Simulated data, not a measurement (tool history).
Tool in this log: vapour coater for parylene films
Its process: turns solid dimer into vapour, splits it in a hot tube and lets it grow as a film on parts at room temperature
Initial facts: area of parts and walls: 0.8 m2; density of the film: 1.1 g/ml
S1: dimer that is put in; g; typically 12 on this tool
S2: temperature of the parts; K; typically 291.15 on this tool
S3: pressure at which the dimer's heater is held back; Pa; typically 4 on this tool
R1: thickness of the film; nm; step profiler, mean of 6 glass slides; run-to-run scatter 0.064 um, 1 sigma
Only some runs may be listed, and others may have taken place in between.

run   hour  S1      S2     S3     R1
  1      0  12  291.15      4   7290
  2   34.9  12  291.15      4   7270
  3   97.8  12  291.15      4   7270
  4  148.1  12  291.15   2.51   7610
  5  201.9  12  291.15   2.51   7530
     229.4  -- trap's valve overhauled
  6  233.7  12  291.15   2.51   7290
  7  286.3  12  291.15   2.51   7290
  8  316.2  12  291.15   2.51   7220
  9    344  12  291.15   2.51   7150
 10  381.9  12  291.15   2.51   7260
     399.6  -- trap's valve overhauled, once more
 11  424.7  12  291.15   2.51   8210
 12  453.1  12  291.15   2.51   8240
 13    496  12  291.15  11.97   6940
 14  535.3  17  291.15      4  10980
 15  567.5  12  291.15      4   7760
 16  625.7  12  291.15      4   7750
 17  665.7  12  291.15      4   7780

Expected results for the next run?
 18   693  12  289.15   4   ?

{"run 18": {"R1": 8530}}
On a tool with no hidden condition, and with the same random variation, this run would have come out at R1 8420 nm.
